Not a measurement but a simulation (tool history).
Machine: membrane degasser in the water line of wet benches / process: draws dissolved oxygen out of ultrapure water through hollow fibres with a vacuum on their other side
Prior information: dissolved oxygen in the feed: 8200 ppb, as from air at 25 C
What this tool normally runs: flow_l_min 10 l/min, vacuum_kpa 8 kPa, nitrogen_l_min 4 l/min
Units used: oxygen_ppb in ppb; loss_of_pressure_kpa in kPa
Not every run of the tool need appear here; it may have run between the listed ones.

{"run": 1, "hour": 0.0, "flow_l_min": 10, "vacuum_kpa": 8, "nitrogen_l_min": 4, "oxygen_ppb": 50.6, "loss_of_pressure_kpa": 36.42}
{"run": 2, "hour": 75.3, "flow_l_min": 10, "vacuum_kpa": 8, "nitrogen_l_min": 4, "oxygen_ppb": 51.1, "loss_of_pressure_kpa": 36.51}
{"run": 3, "hour": 128.2, "flow_l_min": 10, "vacuum_kpa": 8, "nitrogen_l_min": 3.29, "oxygen_ppb": 58.1, "loss_of_pressure_kpa": 36.69}
{"run": 4, "hour": 184.7, "flow_l_min": 10, "vacuum_kpa": 8, "nitrogen_l_min": 3.29, "oxygen_ppb": 58.9, "loss_of_pressure_kpa": 36.5}
{"run": 5, "hour": 239.1, "flow_l_min": 7, "vacuum_kpa": 8, "nitrogen_l_min": 3.29, "oxygen_ppb": 35.3, "loss_of_pressure_kpa": 25.75}
{"run": 6, "hour": 296.0, "flow_l_min": 7, "vacuum_kpa": 8, "nitrogen_l_min": 3.29, "oxygen_ppb": 35.6, "loss_of_pressure_kpa": 25.53}
{"run": 7, "hour": 359.2, "flow_l_min": 10, "vacuum_kpa": 8, "nitrogen_l_min": 4, "oxygen_ppb": 52.4, "loss_of_pressure_kpa": 36.68}
{"run": 8, "hour": 399.6, "flow_l_min": 10, "vacuum_kpa": 8, "nitrogen_l_min": 4, "oxygen_ppb": 52.2, "loss_of_pressure_kpa": 36.7}
{"run": 9, "hour": 491.7, "flow_l_min": 10, "vacuum_kpa": 8, "nitrogen_l_min": 4, "oxygen_ppb": 51.5, "loss_of_pressure_kpa": 36.76}
{"run": 10, "hour": 572.1, "flow_l_min": 7, "vacuum_kpa": 8, "nitrogen_l_min": 4, "oxygen_ppb": 31, "loss_of_pressure_kpa": 25.96}
{"run": 11, "hour": 615.7, "flow_l_min": 13, "vacuum_kpa": 8, "nitrogen_l_min": 4, "oxygen_ppb": 76.6, "loss_of_pressure_kpa": 47.58}
{"run": 12, "hour": 669.2, "flow_l_min": 13, "vacuum_kpa": 8, "nitrogen_l_min": 4, "oxygen_ppb": 77.1, "loss_of_pressure_kpa": 47.64}
{"run": 13, "hour": 746.9, "flow_l_min": 13, "vacuum_kpa": 8, "nitrogen_l_min": 4, "oxygen_ppb": 78.2, "loss_of_pressure_kpa": 47.9}
{"run": 14, "hour": 824.4, "flow_l_min": 13, "vacuum_kpa": 8, "nitrogen_l_min": 11.27, "oxygen_ppb": 52.8, "loss_of_pressure_kpa": 47.62}
{"run": 15, "hour": 896.8, "flow_l_min": 13, "vacuum_kpa": 8, "nitrogen_l_min": 11.27, "oxygen_ppb": 52.6, "loss_of_pressure_kpa": 47.75}
{"run": 16, "hour": 950.3, "flow_l_min": 13, "vacuum_kpa": 8, "nitrogen_l_min": 11.27, "oxygen_ppb": 52.2, "loss_of_pressure_kpa": 47.57}
{"run": 17, "hour": 1019.9, "flow_l_min": 6, "vacuum_kpa": 8, "nitrogen_l_min": 4, "oxygen_ppb": 24.4, "loss_of_pressure_kpa": 22.03}
{"run": 18, "hour": 1104.5, "flow_l_min": 15, "vacuum_kpa": 11.98, "nitrogen_l_min": 6.08, "oxygen_ppb": 106.7, "loss_of_pressure_kpa": 55.27}
{"run": 19, "hour": 1167.7, "flow_l_min": 7, "vacuum_kpa": 11.98, "nitrogen_l_min": 2.52, "oxygen_ppb": 70.7, "loss_of_pressure_kpa": 25.65}
{"run": 20, "hour": 1218.5, "flow_l_min": 7, "vacuum_kpa": 11.98, "nitrogen_l_min": 2.52, "oxygen_ppb": 71.4, "loss_of_pressure_kpa": 25.96}
{"run": 21, "hour": 1290.4, "flow_l_min": 9, "vacuum_kpa": 7.64, "nitrogen_l_min": 1.98, "oxygen_ppb": 68.8, "loss_of_pressure_kpa": 32.74}
{"run": 22, "hour": 1352.7, "flow_l_min": 6, "vacuum_kpa": 8.14, "nitrogen_l_min": 6.36, "oxygen_ppb": 18.3, "loss_of_pressure_kpa": 21.81}
{"run": 23, "hour": 1396.0, "flow_l_min": 6, "vacuum_kpa": 8.14, "nitrogen_l_min": 6.36, "oxygen_ppb": 18.4, "loss_of_pressure_kpa": 21.98}
{"run": 24, "hour": 1464.6, "flow_l_min": 15, "vacuum_kpa": 5.09, "nitrogen_l_min": 4, "oxygen_ppb": 69.8, "loss_of_pressure_kpa": 55.15}
{"run": 25, "hour": 1554.4, "flow_l_min": 15, "vacuum_kpa": 5.09, "nitrogen_l_min": 4, "oxygen_ppb": 71.1, "loss_of_pressure_kpa": 55.14}
{"run": 26, "hour": 1594.5, "flow_l_min": 15, "vacuum_kpa": 13.37, "nitrogen_l_min": 8.17, "oxygen_ppb": 98.3, "loss_of_pressure_kpa": 55.01}
{"run": 27, "hour": 1684.3, "flow_l_min": 15, "vacuum_kpa": 13.37, "nitrogen_l_min": 8.17, "oxygen_ppb": 98.8, "loss_of_pressure_kpa": 54.95}

Measured result minus the same run's result without the hidden state. Both carry the same run-to-run variation, though not necessarily the same gauge scatter:
What the log doesn't record here: membrane still open, %; true pressure behind the membrane over the reading, kPa; air that leaks in behind the membrane, l/min; drift of the gauge itself on oxygen_ppb, %; drift of the gauge itself on loss_of_pressure_kpa, %.
run=1 oxygen_ppb=+2.3 loss_of_pressure_kpa=+0.54
run=2 oxygen_ppb=+2.4 loss_of_pressure_kpa=+0.55
run=3 oxygen_ppb=+2.5 loss_of_pressure_kpa=+0.56
run=4 oxygen_ppb=+2.6 loss_of_pressure_kpa=+0.57
run=5 oxygen_ppb=+1.4 loss_of_pressure_kpa=+0.4
run=6 oxygen_ppb=+1.4 loss_of_pressure_kpa=+0.41
run=7 oxygen_ppb=+2.6 loss_of_pressure_kpa=+0.6
run=8 oxygen_ppb=+2.7 loss_of_pressure_kpa=+0.6
run=9 oxygen_ppb=+2.7 loss_of_pressure_kpa=+0.62
run=10 oxygen_ppb=+1.5 loss_of_pressure_kpa=+0.44
run=11 oxygen_ppb=+4.2 loss_of_pressure_kpa=+0.83
run=12 oxygen_ppb=+4.2 loss_of_pressure_kpa=+0.84
run=13 oxygen_ppb=+4.4 loss_of_pressure_kpa=+0.85
run=14 oxygen_ppb=+3.9 loss_of_pressure_kpa=+0.87
run=15 oxygen_ppb=+4 loss_of_pressure_kpa=+0.88
run=16 oxygen_ppb=+4 loss_of_pressure_kpa=+0.89
run=17 oxygen_ppb=+1.3 loss_of_pressure_kpa=+0.41
run=18 oxygen_ppb=+5.6 loss_of_pressure_kpa=+1.07
run=19 oxygen_ppb=+2.1 loss_of_pressure_kpa=+0.51
run=20 oxygen_ppb=+2.1 loss_of_pressure_kpa=+0.52
run=21 oxygen_ppb=+3.4 loss_of_pressure_kpa=+0.67
run=22 oxygen_ppb=+1.2 loss_of_pressure_kpa=+0.45
run=23 oxygen_ppb=+1.3 loss_of_pressure_kpa=+0.45
run=24 oxygen_ppb=+6.3 loss_of_pressure_kpa=+1.15
run=25 oxygen_ppb=+6.5 loss_of_pressure_kpa=+1.16
run=26 oxygen_ppb=+6 loss_of_pressure_kpa=+1.17
run=27 oxygen_ppb=+6.1 loss_of_pressure_kpa=+1.2
